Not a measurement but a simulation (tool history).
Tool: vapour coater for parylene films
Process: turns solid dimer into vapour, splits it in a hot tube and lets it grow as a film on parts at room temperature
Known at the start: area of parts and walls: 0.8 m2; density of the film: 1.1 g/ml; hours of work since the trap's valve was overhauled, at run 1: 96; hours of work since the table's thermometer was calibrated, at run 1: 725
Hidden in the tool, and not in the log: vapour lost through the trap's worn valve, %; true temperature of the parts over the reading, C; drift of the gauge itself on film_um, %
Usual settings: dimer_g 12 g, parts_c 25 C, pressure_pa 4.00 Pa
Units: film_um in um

run	hour	dimer_g	parts_c	pressure_pa	hours of work since the trap's valve was overhauled	hours of work since the table's thermometer was calibrated	film_um
1	0.0	12	25	4.00	96	725	6.63
2	34.4	12	25	7.16	115	744	6.17
3	58.6	12	25	7.16	129	758	6.16
4	76.5	12	25	7.16	139	768	6.05
5	101.8	12	18	7.16	153	782	7.77
6	134.1	12	18	7.16	171	800	7.76
7	171.5	12	25	4.00	192	821	6.36
8	201.6	12	25	4.00	209	838	6.30
9	219.6	12	25	4.00	219	848	6.31
10	250.0	12	25	4.00	236	865	6.21
11	268.2	12	25	4.00	246	875	6.23
12	294.4	12	25	4.00	261	890	6.23
13	330.8	14	25	4.00	281	910	7.18
14	373.5	14	25	4.00	305	934	7.16
15	416.4	12	25	4.00	329	958	6.01
# hour 433.0: trap's valve overhauled
16	445.6	12	23	4.00	7	972	6.25
17	476.5	12	23	4.00	24	989	6.12
18	499.1	12	23	4.00	37	1002	6.11
19	520.4	12	23	4.00	49	1014	6.17
# hour 549.5: trap's valve overhauled, once more
20	562.5	12	23	4.00	7	1035	7.16
21	580.8	12	23	4.00	18	1045	7.29
22	607.3	10	23	4.00	32	1060	5.94
23	625.6	10	23	6.05	43	1070	5.68
24	645.5	21	25	3.13	54	1081	11.88
25	684.2	5	25	2.36	75	1103	2.85
# hour 688.0: table's thermometer calibrated
26	717.7	12	18	4.00	93	17	8.59
27	745.3	10	17	2.71	109	32	7.82
28	763.8	10	17	2.71	119	42	7.72
29	790.3	19	17	2.71	134	57	14.72
30	830.7	19	17	2.71	157	80	14.45
31	870.2	12	25	10.85	179	102	5.73
32	898.1	12	25	10.85	194	117	5.77
33	918.4	12	25	5.07	206	129	6.38
34	941.6	13	26	2.67	219	142	6.98
35	959.0	13	26	2.67	228	151	7.06
36	976.7	5	32	3.25	238	161	2.12
37	1011.1	5	32	3.25	257	181	2.11
38	1044.7	6	32	3.25	276	199	2.51
39	1086.8	6	32	3.25	300	223	2.49
40	1114.7	16	31	2.31	315	239	7.11
# hour 1157.4: trap's valve overhauled
41	1159.7	16	31	2.31	1	261	8.06
42	1197.7	16	31	2.31	23	283	8.10
43	1238.3	12	26	4.84	45	305	6.55
44	1276.2	12	26	4.84	66	327	6.49

Hidden state at the last listed run before each entry between runs and at the first one after, where it differs:
Between runs 15 and 16: trap's valve overhauled (hour 433.0)
  vapour lost through the trap's worn valve, %: 11.4 -> 14.9; true temperature of the parts over the reading, C: 0.92 -> 0.94
  measured less the result without the state, film_um: -1.00 -> -1.35 um
Between runs 19 and 20: trap's valve overhauled, once more (hour 549.5)
  vapour lost through the trap's worn valve, %: 16.3 -> 1.6; true temperature of the parts over the reading, C: 0.98 -> 1
  measured less the result without the state, film_um: -1.45 -> -0.38 um
Between runs 25 and 26: table's thermometer calibrated (hour 688.0)
  vapour lost through the trap's worn valve, %: 3.9 -> 4.5; true temperature of the parts over the reading, C: 1.06 -> -0.13
  measured less the result without the state, film_um: -0.23 -> -0.36 um
Between runs 40 and 41: trap's valve overhauled (hour 1157.4)
  vapour lost through the trap's worn valve, %: 12 -> 0.2; true temperature of the parts over the reading, C: 0.1 -> 0.12
  measured less the result without the state, film_um: -1.00 -> -0.05 um
